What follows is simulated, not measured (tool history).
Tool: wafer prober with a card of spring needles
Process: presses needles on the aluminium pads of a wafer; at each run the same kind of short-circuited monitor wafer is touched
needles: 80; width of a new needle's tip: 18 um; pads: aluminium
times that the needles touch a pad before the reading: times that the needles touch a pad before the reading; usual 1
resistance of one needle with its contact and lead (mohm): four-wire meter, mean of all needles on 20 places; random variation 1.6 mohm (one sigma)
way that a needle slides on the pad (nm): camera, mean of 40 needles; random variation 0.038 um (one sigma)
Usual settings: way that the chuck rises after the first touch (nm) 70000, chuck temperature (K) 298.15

run	hour	way that the chuck rises after the first touch (nm)	chuck temperature (K)	times that the needles touch a pad before the reading	resistance of one needle with its contact and lead (mohm)	way that a needle slides on the pad (nm)
1	0.0	70000	298.15	1	219	19430
# hour 10.5: tips cleaned on abrasive film
2	11.9	59000	298.15	1	188	16250
3	23.2	59000	298.15	1	246	16370
4	30.5	59000	299.15	1	268	16320
# hour 31.9: tips cleaned on abrasive film
5	44.0	59000	299.15	1	250	16300
# hour 45.7: height of the first contact set anew
# hour 53.2: tips cleaned on abrasive film
6	56.3	70000	298.15	2	178	19350
7	71.5	70000	298.15	2	208	19430
# hour 73.5: tips cleaned on abrasive film
8	85.3	52000	321.15	1	268	14360
# hour 94.4: tips cleaned on abrasive film
9	95.2	66000	357.15	2	180	18290
10	107.8	66000	357.15	1	240	18250
# hour 115.2: tips cleaned on abrasive film
11	118.7	66000	298.15	2	180	18240
12	129.4	74000	331.15	2	203	20410
# hour 135.7: tips cleaned on abrasive film
# hour 140.2: height of the first contact set anew, once more
13	143.6	56000	317.15	2	207	15590

Forecast each of these 4 alternatives for the next run:
# hour 156.2: tips cleaned on abrasive film
A	159.5	50000	298.15	1	?	?
# hour 156.2: tips cleaned on abrasive film
B	159.5	56000	317.15	2	?	?
# hour 156.2: tips cleaned on abrasive film
C	159.5	65000	318.15	1	?	?
# hour 156.2: tips cleaned on abrasive film
D	159.5	70000	322.15	1	?	?

run	resistance of one needle with its contact and lead (mohm)	way that a needle slides on the pad (nm)
A	209	13890
B	193	15590
C	195	18050
D	193	19400
Without the tool's hidden state the same runs would have given:
run	resistance of one needle with its contact and lead (mohm)	way that a needle slides on the pad (nm)
A	167	13910
B	173	15600
C	169	18060
D	171	19410

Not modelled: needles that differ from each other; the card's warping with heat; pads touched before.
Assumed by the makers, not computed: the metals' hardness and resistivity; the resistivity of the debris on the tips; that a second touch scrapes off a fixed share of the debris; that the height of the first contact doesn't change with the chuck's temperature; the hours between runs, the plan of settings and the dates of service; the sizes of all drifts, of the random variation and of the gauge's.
